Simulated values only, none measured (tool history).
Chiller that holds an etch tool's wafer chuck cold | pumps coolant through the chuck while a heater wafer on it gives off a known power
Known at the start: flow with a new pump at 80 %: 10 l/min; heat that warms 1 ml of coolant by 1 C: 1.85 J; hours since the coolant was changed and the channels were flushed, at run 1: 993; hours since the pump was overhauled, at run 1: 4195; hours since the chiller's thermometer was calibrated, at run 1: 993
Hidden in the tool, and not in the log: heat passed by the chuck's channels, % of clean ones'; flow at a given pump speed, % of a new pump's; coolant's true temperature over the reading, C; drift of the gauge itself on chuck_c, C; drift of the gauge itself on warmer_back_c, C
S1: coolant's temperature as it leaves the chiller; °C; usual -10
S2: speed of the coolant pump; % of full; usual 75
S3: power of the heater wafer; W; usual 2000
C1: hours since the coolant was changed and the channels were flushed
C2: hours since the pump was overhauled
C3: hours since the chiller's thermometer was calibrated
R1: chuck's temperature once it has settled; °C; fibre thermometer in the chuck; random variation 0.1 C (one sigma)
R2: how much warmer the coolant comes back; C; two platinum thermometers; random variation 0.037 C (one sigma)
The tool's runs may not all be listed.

{"run": 1, "hour": 0.0, "S1": -10, "S2": 75, "S3": 2000, "C1": 993, "C2": 4195, "C3": 993, "R1": 11.1, "R2": 6.98}
{"run": 2, "hour": 155.4, "S1": -10, "S2": 75, "S3": 1364, "C1": 1148, "C2": 4351, "C3": 1148, "R1": 4.4, "R2": 4.81}
{"run": 3, "hour": 313.8, "S1": -10, "S2": 75, "S3": 2000, "C1": 1307, "C2": 4509, "C3": 1307, "R1": 11.0, "R2": 6.99}
{"run": 4, "hour": 415.4, "S1": -10, "S2": 75, "S3": 2000, "C1": 1408, "C2": 4611, "C3": 1408, "R1": 11.2, "R2": 6.97}
{"run": 5, "hour": 524.9, "S1": -10, "S2": 75, "S3": 2000, "C1": 1518, "C2": 4720, "C3": 1518, "R1": 11.0, "R2": 7.0}
{"run": 6, "hour": 618.0, "S1": -9, "S2": 75, "S3": 2000, "C1": 1611, "C2": 4814, "C3": 1611, "R1": 12.1, "R2": 6.93}
{"run": 7, "hour": 715.7, "S1": -9, "S2": 75, "S3": 2000, "C1": 1708, "C2": 4911, "C3": 1708, "R1": 12.0, "R2": 6.95}
{"run": 8, "hour": 802.5, "S1": -9, "S2": 75, "S3": 2000, "C1": 1795, "C2": 4998, "C3": 1795, "R1": 12.0, "R2": 6.95}
{"run": 9, "hour": 931.7, "S1": -4, "S2": 75, "S3": 2000, "C1": 1924, "C2": 5127, "C3": 1924, "R1": 17.0, "R2": 7.0}
{"run": 10, "hour": 1068.9, "S1": -10, "S2": 75, "S3": 2129, "C1": 2062, "C2": 5264, "C3": 2062, "R1": 12.4, "R2": 7.46}
{"run": 11, "hour": 1155.8, "S1": -10, "S2": 75, "S3": 2129, "C1": 2149, "C2": 5351, "C3": 2149, "R1": 12.4, "R2": 7.42}
{"run": 12, "hour": 1292.3, "S1": -10, "S2": 75, "S3": 1464, "C1": 2285, "C2": 5488, "C3": 2285, "R1": 5.5, "R2": 5.12}
{"run": 13, "hour": 1376.0, "S1": -10, "S2": 75, "S3": 1110, "C1": 2369, "C2": 5571, "C3": 2369, "R1": 1.7, "R2": 3.85}
{"run": 14, "hour": 1482.7, "S1": -10, "S2": 75, "S3": 2000, "C1": 2475, "C2": 5678, "C3": 2475, "R1": 11.0, "R2": 6.99}
{"run": 15, "hour": 1632.6, "S1": -10, "S2": 75, "S3": 2000, "C1": 2625, "C2": 5828, "C3": 2625, "R1": 11.1, "R2": 6.98}
{"hour": 1746.1, "done": "chiller's thermometer calibrated"}
{"run": 16, "hour": 1783.4, "S1": -10, "S2": 75, "S3": 2000, "C1": 2775, "C2": 5978, "C3": 37, "R1": 11.0, "R2": 6.95}
{"run": 17, "hour": 1934.4, "S1": -11, "S2": 67, "S3": 1382, "C1": 2926, "C2": 6129, "C3": 188, "R1": 5.2, "R2": 5.48}
{"run": 18, "hour": 2045.5, "S1": -14, "S2": 81, "S3": 1570, "C1": 3037, "C2": 6240, "C3": 299, "R1": 1.4, "R2": 5.14}
{"run": 19, "hour": 2165.6, "S1": -14, "S2": 81, "S3": 1570, "C1": 3157, "C2": 6360, "C3": 420, "R1": 1.4, "R2": 5.03}
{"run": 20, "hour": 2257.5, "S1": -17, "S2": 79, "S3": 1145, "C1": 3249, "C2": 6452, "C3": 511, "R1": -5.6, "R2": 3.74}
{"run": 21, "hour": 2407.7, "S1": -17, "S2": 79, "S3": 1145, "C1": 3399, "C2": 6602, "C3": 662, "R1": -5.6, "R2": 3.78}
{"run": 22, "hour": 2524.9, "S1": -17, "S2": 79, "S3": 1145, "C1": 3517, "C2": 6719, "C3": 779, "R1": -5.4, "R2": 3.76}
{"run": 23, "hour": 2691.8, "S1": -17, "S2": 79, "S3": 1145, "C1": 3684, "C2": 6886, "C3": 946, "R1": -5.6, "R2": 3.76}
{"hour": 2831.5, "done": "coolant changed, channels flushed"}
{"run": 24, "hour": 2851.7, "S1": -19, "S2": 80, "S3": 1461, "C1": 20, "C2": 7040, "C3": 1100, "R1": -4.4, "R2": 4.71}

Forecast run 25:
{"run": 25, "hour": 3004.0, "S1": -19, "S2": 80, "S3": 1461, "C1": 173, "C2": 7193, "C3": 1252, "R1": "?", "R2": "?"}

R1: -4.5 °C
R2: 4.76 C
Without the tool's hidden state the same run would have given R1 -4.5 °C, R2 4.75 C.
